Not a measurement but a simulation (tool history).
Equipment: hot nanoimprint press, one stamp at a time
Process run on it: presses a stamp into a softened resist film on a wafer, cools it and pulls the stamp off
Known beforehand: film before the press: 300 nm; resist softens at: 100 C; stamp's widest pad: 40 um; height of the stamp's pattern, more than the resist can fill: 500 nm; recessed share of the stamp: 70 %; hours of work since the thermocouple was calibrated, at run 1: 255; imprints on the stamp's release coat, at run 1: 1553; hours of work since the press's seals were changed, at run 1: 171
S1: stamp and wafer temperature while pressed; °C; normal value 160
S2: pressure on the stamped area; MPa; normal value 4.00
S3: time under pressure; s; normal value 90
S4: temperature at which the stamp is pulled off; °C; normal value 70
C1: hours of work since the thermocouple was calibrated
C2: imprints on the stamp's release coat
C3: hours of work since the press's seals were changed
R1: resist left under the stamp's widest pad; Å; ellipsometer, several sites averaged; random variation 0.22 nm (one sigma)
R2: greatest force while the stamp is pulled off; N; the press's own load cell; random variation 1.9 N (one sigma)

run    day   S1    S2   S3  S4   C1    C2   C3    R1   R2
  1  0.000  160  4.00   90  70  255  1553  171  1730  212
  2  0.346  160  4.00   90  73  258  1579  174  1732  202
  3  0.629  160  4.00   90  73  261  1599  177  1731  204
  4  0.983  160  4.00   90  70  265  1625  181  1731  214
  5  1.229  160  4.00   50  70  267  1644  183  2026  210
  6  1.433  160  4.00   90  70  269  1659  185  1732  215
  7  1.871  160  4.20   90  70  274  1691  190  1694  212
  8  2.212  160  4.20   90  70  277  1716  193  1689  210
  9  2.529  160  4.20   90  70  280  1739  196  1689  212
 10  2.908  160  4.00   90  72  284  1767  200  1729  213
 11  3.179  160  4.00   90  72  287  1787  203  1731  208
 12  3.467  160  4.00   90  72  290  1808  206  1734  208
 13  3.800  160  4.00   90  72  293  1833  209  1731  208
 14  4.121  160  4.00   90  72  296  1857  212  1729  209
 15  4.525  160  4.00   90  68  300  1886  216  1728  219
 16  4.804  164  4.00   48  70  303  1907  219  1838  217
 17  5.054  164  4.00   48  70  306  1925  222  1840  219
 18  5.454  157  4.19   90  70  310  1955  226  1853  214
 19  5.900  153  3.23  179  70  314  1987  230  1955  217
 20  6.333  164  4.00  177  78  319  2019  235  1226  205
 21  6.779  160  4.43   90  70  323  2052  239  1645  216
 22  7.196  160  4.43   90  70  328  2083  244  1645  219
     7.746  -- stamp cleaned and given a new release coat
 23  7.746  160  2.77   90  60  331     0  247  2036  198
 24  7.933  169  2.87   49  70  332    14  248  1867  179
 25  8.246  169  3.41  158  70  336    37  252  1186  183
 26  8.458  160  3.19   61  71  338    52  254  2107  178
 27  8.725  150  4.00  142  67  340    72  256  2063  183
 28  8.917  153  4.00   84  70  342    86  258  2138  185
 29  9.296  160  4.00   90  62  346   114  262  1728  195

What if the next run were any one of these 3? Each begins from the tool's condition after run 29:
  A  9.479  149  2.50   90  63  348  128  264   ?   ?
  B  9.479  160  4.93  172  70  348  128  264   ?   ?
  C  9.479  165  4.00  178  70  348  128  264   ?   ?

run    R1   R2
  A  2613  194
  B  1264  182
  C  1184  183
Take away the tool's hidden state, keep each run's random variation, and the runs would have read:
run    R1   R2
  A  2635  193
  B  1285  181
  C  1204  182
